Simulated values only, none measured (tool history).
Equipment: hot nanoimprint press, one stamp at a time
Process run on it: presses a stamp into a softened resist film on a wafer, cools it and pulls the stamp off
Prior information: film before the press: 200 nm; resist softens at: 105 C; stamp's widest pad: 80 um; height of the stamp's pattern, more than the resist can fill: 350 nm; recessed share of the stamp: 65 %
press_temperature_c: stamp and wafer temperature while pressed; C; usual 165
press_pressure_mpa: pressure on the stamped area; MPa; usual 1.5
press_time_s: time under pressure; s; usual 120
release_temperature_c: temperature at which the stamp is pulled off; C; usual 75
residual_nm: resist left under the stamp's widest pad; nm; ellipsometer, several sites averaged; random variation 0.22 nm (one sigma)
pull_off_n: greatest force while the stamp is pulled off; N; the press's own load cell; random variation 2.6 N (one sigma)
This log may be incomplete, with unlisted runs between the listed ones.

run 1 hour=0 | press_temperature_c=165 press_pressure_mpa=1.5 press_time_s=120 release_temperature_c=75 | residual_nm=94 pull_off_n=215
run 2 hour=24 | press_temperature_c=165 press_pressure_mpa=1.5 press_time_s=120 release_temperature_c=75 | residual_nm=93.8 pull_off_n=215
run 3 hour=45.6 | press_temperature_c=165 press_pressure_mpa=1.5 press_time_s=120 release_temperature_c=75 | residual_nm=93.9 pull_off_n=217
run 4 hour=62.9 | press_temperature_c=165 press_pressure_mpa=1.5 press_time_s=120 release_temperature_c=75 | residual_nm=93.8 pull_off_n=214
run 5 hour=91.9 | press_temperature_c=165 press_pressure_mpa=1.5 press_time_s=120 release_temperature_c=75 | residual_nm=94.1 pull_off_n=214
run 6 hour=117.9 | press_temperature_c=165 press_pressure_mpa=1.5 press_time_s=106 release_temperature_c=75 | residual_nm=97.9 pull_off_n=213
run 7 hour=146.5 | press_temperature_c=165 press_pressure_mpa=1.5 press_time_s=120 release_temperature_c=67 | residual_nm=93.8 pull_off_n=242
-- hour=166.1 stamp cleaned and given a new release coat
run 8 hour=180.2 | press_temperature_c=165 press_pressure_mpa=1.5 press_time_s=120 release_temperature_c=67 | residual_nm=93.7 pull_off_n=240
run 9 hour=195.5 | press_temperature_c=165 press_pressure_mpa=1.5 press_time_s=120 release_temperature_c=67 | residual_nm=93.7 pull_off_n=241
run 10 hour=209.6 | press_temperature_c=165 press_pressure_mpa=1.5 press_time_s=120 release_temperature_c=67 | residual_nm=93.8 pull_off_n=237
run 11 hour=226.4 | press_temperature_c=165 press_pressure_mpa=1.5 press_time_s=120 release_temperature_c=67 | residual_nm=94 pull_off_n=241
run 12 hour=249.2 | press_temperature_c=165 press_pressure_mpa=1.5 press_time_s=120 release_temperature_c=67 | residual_nm=93.8 pull_off_n=243
run 13 hour=268.7 | press_temperature_c=165 press_pressure_mpa=1.26 press_time_s=120 release_temperature_c=75 | residual_nm=102.1 pull_off_n=222
run 14 hour=285.3 | press_temperature_c=165 press_pressure_mpa=1.26 press_time_s=120 release_temperature_c=75 | residual_nm=102.2 pull_off_n=212
run 15 hour=303.3 | press_temperature_c=165 press_pressure_mpa=1.26 press_time_s=120 release_temperature_c=75 | residual_nm=102.1 pull_off_n=217
run 16 hour=316.7 | press_temperature_c=165 press_pressure_mpa=1.26 press_time_s=67 release_temperature_c=81 | residual_nm=122.4 pull_off_n=190
run 17 hour=337.3 | press_temperature_c=157 press_pressure_mpa=1.26 press_time_s=67 release_temperature_c=62 | residual_nm=151.1 pull_off_n=261
run 18 hour=349.5 | press_temperature_c=165 press_pressure_mpa=1.5 press_time_s=142 release_temperature_c=68 | residual_nm=88.3 pull_off_n=238
run 19 hour=371.5 | press_temperature_c=154 press_pressure_mpa=1.27 press_time_s=198 release_temperature_c=62 | residual_nm=126.4 pull_off_n=253
-- hour=396.7 plate thermocouple calibrated
run 20 hour=402.7 | press_temperature_c=165 press_pressure_mpa=1.5 press_time_s=120 release_temperature_c=72 | residual_nm=94 pull_off_n=223
run 21 hour=425.9 | press_temperature_c=165 press_pressure_mpa=1.5 press_time_s=116 release_temperature_c=75 | residual_nm=94.7 pull_off_n=210
run 22 hour=444.1 | press_temperature_c=165 press_pressure_mpa=1.17 press_time_s=120 release_temperature_c=77 | residual_nm=105.1 pull_off_n=207
run 23 hour=472.5 | press_temperature_c=159 press_pressure_mpa=1.17 press_time_s=145 release_temperature_c=65 | residual_nm=120.6 pull_off_n=252
run 24 hour=487.5 | press_temperature_c=162 press_pressure_mpa=2.03 press_time_s=145 release_temperature_c=62 | residual_nm=84.2 pull_off_n=251
run 25 hour=505.5 | press_temperature_c=165 press_pressure_mpa=1.5 press_time_s=63 release_temperature_c=75 | residual_nm=115.7 pull_off_n=214
run 26 hour=532.9 | press_temperature_c=171 press_pressure_mpa=1.5 press_time_s=92 release_temperature_c=75 | residual_nm=84.4 pull_off_n=213
-- hour=562.6 press's hydraulic seals changed and the load cell set to zero
run 27 hour=565.1 | press_temperature_c=171 press_pressure_mpa=1.5 press_time_s=92 release_temperature_c=75 | residual_nm=84.1 pull_off_n=215
run 28 hour=584.6 | press_temperature_c=177 press_pressure_mpa=1.5 press_time_s=120 release_temperature_c=75 | residual_nm=62.3 pull_off_n=215
run 29 hour=610.8 | press_temperature_c=165 press_pressure_mpa=1.5 press_time_s=124 release_temperature_c=75 | residual_nm=93.1 pull_off_n=216

4 ways to go on from here, each from the tool as it stands after run 29. What would each give?
run A hour=626.1 | press_temperature_c=159 press_pressure_mpa=1.5 press_time_s=120 release_temperature_c=69 | residual_nm=? pull_off_n=?
run B hour=626.1 | press_temperature_c=165 press_pressure_mpa=1.5 press_time_s=182 release_temperature_c=75 | residual_nm=? pull_off_n=?
run C hour=626.1 | press_temperature_c=158 press_pressure_mpa=1.5 press_time_s=183 release_temperature_c=68 | residual_nm=? pull_off_n=?
run D hour=626.1 | press_temperature_c=165 press_pressure_mpa=1.5 press_time_s=120 release_temperature_c=76 | residual_nm=? pull_off_n=?

run=A residual_nm=115.9 pull_off_n=231
run=B residual_nm=80.5 pull_off_n=218
run=C residual_nm=104.5 pull_off_n=237
run=D residual_nm=93.7 pull_off_n=209
Had the tool no hidden state, the same runs would have come out as:
run=A residual_nm=115.9 pull_off_n=230
run=B residual_nm=80.5 pull_off_n=218
run=C residual_nm=104.5 pull_off_n=236
run=D residual_nm=93.7 pull_off_n=208
